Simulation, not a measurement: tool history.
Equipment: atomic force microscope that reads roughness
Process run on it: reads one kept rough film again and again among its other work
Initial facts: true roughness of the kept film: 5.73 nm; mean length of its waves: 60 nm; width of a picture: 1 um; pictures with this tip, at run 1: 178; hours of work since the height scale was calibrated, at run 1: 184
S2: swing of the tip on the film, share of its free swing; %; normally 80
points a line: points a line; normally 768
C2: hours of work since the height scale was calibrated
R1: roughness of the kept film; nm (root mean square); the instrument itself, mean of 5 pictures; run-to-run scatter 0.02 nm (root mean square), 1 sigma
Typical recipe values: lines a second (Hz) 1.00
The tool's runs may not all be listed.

Run 1, day 0.000: usual settings; pictures with this tip 178; C2 184. Result: R1 4.771 nm (root mean square).
Run 2, day 1.121: usual settings; pictures with this tip 200; C2 196. Result: R1 4.749 nm (root mean square).
Run 3, day 2.108: usual settings; pictures with this tip 220; C2 206. Result: R1 4.728 nm (root mean square).
Run 4, day 3.329: usual settings but lines a second (Hz) 1.08; pictures with this tip 244; C2 219. Result: R1 4.688 nm (root mean square).
At day 4.046: new tip fitted.
Run 5, day 4.283: usual settings but lines a second (Hz) 1.08; pictures with this tip 5; C2 229. Result: R1 4.933 nm (root mean square).
Run 6, day 5.154: usual settings but points a line 666; pictures with this tip 22; C2 238. Result: R1 4.986 nm (root mean square).
Run 7, day 6.346: usual settings but points a line 666; pictures with this tip 46; C2 250. Result: R1 4.950 nm (root mean square).
Run 8, day 7.021: usual settings but points a line 666; pictures with this tip 60; C2 257. Result: R1 4.862 nm (root mean square).
Run 9, day 7.629: usual settings but points a line 666; pictures with this tip 72; C2 264. Result: R1 4.907 nm (root mean square).
Run 10, day 8.383: usual settings but points a line 666; pictures with this tip 87; C2 272. Result: R1 4.864 nm (root mean square).
Run 11, day 9.425: usual settings but lines a second (Hz) 3.04; pictures with this tip 108; C2 283. Result: R1 4.090 nm (root mean square).
Run 12, day 10.246: usual settings but lines a second (Hz) 3.04; pictures with this tip 124; C2 291. Result: R1 4.092 nm (root mean square).
Run 13, day 11.188: usual settings but points a line 869; pictures with this tip 143; C2 301. Result: R1 4.807 nm (root mean square).
Run 14, day 12.367: usual settings; pictures with this tip 167; C2 313. Result: R1 4.834 nm (root mean square).
Run 15, day 13.300: usual settings; pictures with this tip 185; C2 323. Result: R1 4.744 nm (root mean square).
Run 16, day 14.525: usual settings; pictures with this tip 210; C2 336. Result: R1 4.806 nm (root mean square).
Run 17, day 15.221: usual settings; pictures with this tip 224; C2 343. Result: R1 4.792 nm (root mean square).
Run 18, day 16.033: usual settings; pictures with this tip 240; C2 352. Result: R1 4.795 nm (root mean square).
Run 19, day 16.658: usual settings; pictures with this tip 252; C2 358. Result: R1 4.758 nm (root mean square).
At day 16.988: new tip fitted.
Run 20, day 17.567: usual settings; pictures with this tip 12; C2 367. Result: R1 4.927 nm (root mean square).
Run 21, day 18.458: usual settings; pictures with this tip 30; C2 377. Result: R1 4.923 nm (root mean square).
Run 22, day 19.704: usual settings; pictures with this tip 55; C2 390. Result: R1 4.919 nm (root mean square).
Run 23, day 20.446: usual settings; pictures with this tip 70; C2 398. Result: R1 4.916 nm (root mean square).
Run 24, day 21.162: usual settings; pictures with this tip 84; C2 405. Result: R1 4.889 nm (root mean square).
Run 25, day 22.029: usual settings; pictures with this tip 101; C2 414. Result: R1 4.863 nm (root mean square).
Run 26, day 22.629: usual settings; pictures with this tip 113; C2 420. Result: R1 4.851 nm (root mean square).
Run 27, day 23.521: usual settings but S2 60 %, points a line 469; pictures with this tip 131; C2 430. Result: R1 5.145 nm (root mean square).
Run 28, day 24.675: usual settings but lines a second (Hz) 0.55, S2 59 %, points a line 577; pictures with this tip 154; C2 442. Result: R1 5.211 nm (root mean square).
Run 29, day 25.938: usual settings but lines a second (Hz) 1.91, S2 55 %, points a line 706; pictures with this tip 179; C2 455. Result: R1 5.066 nm (root mean square).
Run 30, day 26.562: usual settings but S2 56 %; pictures with this tip 192; C2 461. Result: R1 5.144 nm (root mean square).
Run 31, day 27.538: usual settings but lines a second (Hz) 2.53, S2 84 %, points a line 405; pictures with this tip 211; C2 472. Result: R1 4.025 nm (root mean square).
Run 32, day 28.579: usual settings but lines a second (Hz) 0.61, points a line 459; pictures with this tip 232; C2 482. Result: R1 4.899 nm (root mean square).
Run 33, day 29.746: usual settings but lines a second (Hz) 0.65, S2 67 %, points a line 459; pictures with this tip 256; C2 495. Result: R1 5.068 nm (root mean square).
At day 29.871: new tip fitted.
Run 34, day 30.483: usual settings but lines a second (Hz) 1.58, S2 86 %, points a line 549; pictures with this tip 12; C2 502. Result: R1 4.514 nm (root mean square).
Run 35, day 31.379: usual settings but S2 57 %; pictures with this tip 30; C2 512. Result: R1 5.292 nm (root mean square).
Run 36, day 32.200: usual settings but S2 57 %; pictures with this tip 46; C2 520. Result: R1 5.244 nm (root mean square).
Run 37, day 32.833: usual settings but lines a second (Hz) 2.79, S2 76 %, points a line 812; pictures with this tip 59; C2 527. Result: R1 4.396 nm (root mean square).
Run 38, day 33.562: usual settings but lines a second (Hz) 2.73, S2 69 %, points a line 405; pictures with this tip 73; C2 534. Result: R1 4.682 nm (root mean square).
Run 39, day 34.708: usual settings but S2 69 %, points a line 319; pictures with this tip 96; C2 546. Result: R1 5.031 nm (root mean square).
Run 40, day 35.362: usual settings but lines a second (Hz) 1.10, S2 85 %, points a line 711; pictures with this tip 109; C2 553. Result: R1 4.678 nm (root mean square).
Run 41, day 36.429: usual settings but lines a second (Hz) 1.10, S2 85 %, points a line 711; pictures with this tip 131; C2 564. Result: R1 4.631 nm (root mean square).
Run 42, day 37.012: usual settings but lines a second (Hz) 1.10, S2 85 %, points a line 711; pictures with this tip 142; C2 570. Result: R1 4.701 nm (root mean square).
Run 43, day 38.033: usual settings but lines a second (Hz) 0.69, S2 66 %, points a line 336; pictures with this tip 163; C2 581. Result: R1 5.149 nm (root mean square).
Run 44, day 38.571: usual settings but lines a second (Hz) 1.04, S2 68 %, points a line 375; pictures with this tip 174; C2 587. Result: R1 4.953 nm (root mean square).
Run 45, day 39.779: usual settings but lines a second (Hz) 1.32, S2 68 %, points a line 363; pictures with this tip 198; C2 599. Result: R1 4.897 nm (root mean square).
Run 46, day 40.617: usual settings but lines a second (Hz) 3.68, S2 56 %, points a line 363; pictures with this tip 215; C2 608. Result: R1 4.811 nm (root mean square).
Run 47, day 41.571: usual settings but lines a second (Hz) 3.68, S2 77 %, points a line 311; pictures with this tip 234; C2 618. Result: R1 3.982 nm (root mean square).
Run 48, day 42.146: usual settings but lines a second (Hz) 1.49, S2 76 %, points a line 376; pictures with this tip 245; C2 624. Result: R1 4.647 nm (root mean square).
At day 42.833: new tip fitted.
Run 49, day 42.858: usual settings but lines a second (Hz) 0.98, S2 65 %; pictures with this tip 1; C2 631. Result: R1 5.197 nm (root mean square).
Run 50, day 43.829: usual settings but lines a second (Hz) 0.98, S2 65 %; pictures with this tip 20; C2 641. Result: R1 5.173 nm (root mean square).
Run 51, day 44.650: usual settings but lines a second (Hz) 0.98, S2 70 %, points a line 291; pictures with this tip 37; C2 650. Result: R1 5.090 nm (root mean square).
Run 52, day 45.533: usual settings but lines a second (Hz) 0.98, S2 70 %, points a line 759; pictures with this tip 54; C2 659. Result: R1 5.093 nm (root mean square).

What if the next run were any one of these 5? Each begins from the tool's condition after run 52:
Run A, day 46.796: usual settings but S2 72 %; pictures with this tip 80; C2 672. Result: R1 ?.
Run B, day 46.796: usual settings but lines a second (Hz) 1.73, S2 62 %, points a line 663; pictures with this tip 80; C2 672. Result: R1 ?.
Run C, day 46.796: usual settings but lines a second (Hz) 0.98, S2 84 %, points a line 727; pictures with this tip 80; C2 672. Result: R1 ?.
Run D, day 46.796: usual settings but lines a second (Hz) 0.98, S2 70 %, points a line 262; pictures with this tip 80; C2 672. Result: R1 ?.
Run E, day 46.796: usual settings but lines a second (Hz) 0.61; pictures with this tip 80; C2 672. Result: R1 ?.

run     R1
  A  5.016
  B  5.043
  C  4.806
  D  5.042
  E  5.041
Stripped of hidden state, with their random variation kept, the same runs would have yielded:
run     R1
  A  5.149
  B  5.176
  C  4.932
  D  5.175
  E  5.174
